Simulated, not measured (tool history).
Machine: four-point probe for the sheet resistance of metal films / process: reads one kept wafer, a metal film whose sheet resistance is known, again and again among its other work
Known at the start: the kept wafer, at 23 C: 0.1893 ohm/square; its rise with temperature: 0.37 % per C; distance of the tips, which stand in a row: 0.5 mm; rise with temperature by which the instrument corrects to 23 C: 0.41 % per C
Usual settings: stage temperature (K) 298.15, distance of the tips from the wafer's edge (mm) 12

run   hour  stage temperature (K)  distance of the tips from the wafer's edge (mm)  sheet resistance as the instrument gives it (ohm/square)
  1    0.0                 298.15                                               12                                                  0.189332
  2   79.4                 298.15                                               12                                                  0.189234
  3  163.7                 298.15                                               12                                                  0.189296
  4  238.2                 298.15                                               12                                                  0.189272
  5  281.0                 298.15                                               12                                                  0.189371
  6  364.9                 298.15                                               12                                                  0.189385
  7  455.5                 298.15                                               12                                                  0.189318
  8  520.5                 298.15                                               12                                                  0.189336
  9  577.8                 303.15                                                3                                                  0.191552
 10  639.6                 303.15                                                3                                                  0.191540
 11  729.0                 291.15                                               18                                                  0.189757
 12  791.5                 291.15                                               18                                                  0.189783
 13  865.2                 291.15                                               18                                                  0.189800
 14  946.8                 291.15                                               18                                                  0.189831
 15  988.8                 307.15                                               18                                                  0.188570

Alternative continuations, all from the tool just after run 15; predict every row:
  A  1028.3                 300.15                                                8                                                         ?
  B  1028.3                 305.15                                               18                                                         ?
  C  1028.3                 307.15                                               65                                                         ?
  D  1028.3                 294.15                                               12                                                         ?
  E  1028.3                 295.15                                               13                                                         ?

run  sheet resistance as the instrument gives it (ohm/square)
  A                                                  0.189405
  B                                                  0.188669
  C                                                  0.188430
  D                                                  0.189647
  E                                                  0.189545
Without the tool's hidden state the same runs would have given:
run  sheet resistance as the instrument gives it (ohm/square)
  A                                                  0.189403
  B                                                  0.188667
  C                                                  0.188428
  D                                                  0.189645
  E                                                  0.189543

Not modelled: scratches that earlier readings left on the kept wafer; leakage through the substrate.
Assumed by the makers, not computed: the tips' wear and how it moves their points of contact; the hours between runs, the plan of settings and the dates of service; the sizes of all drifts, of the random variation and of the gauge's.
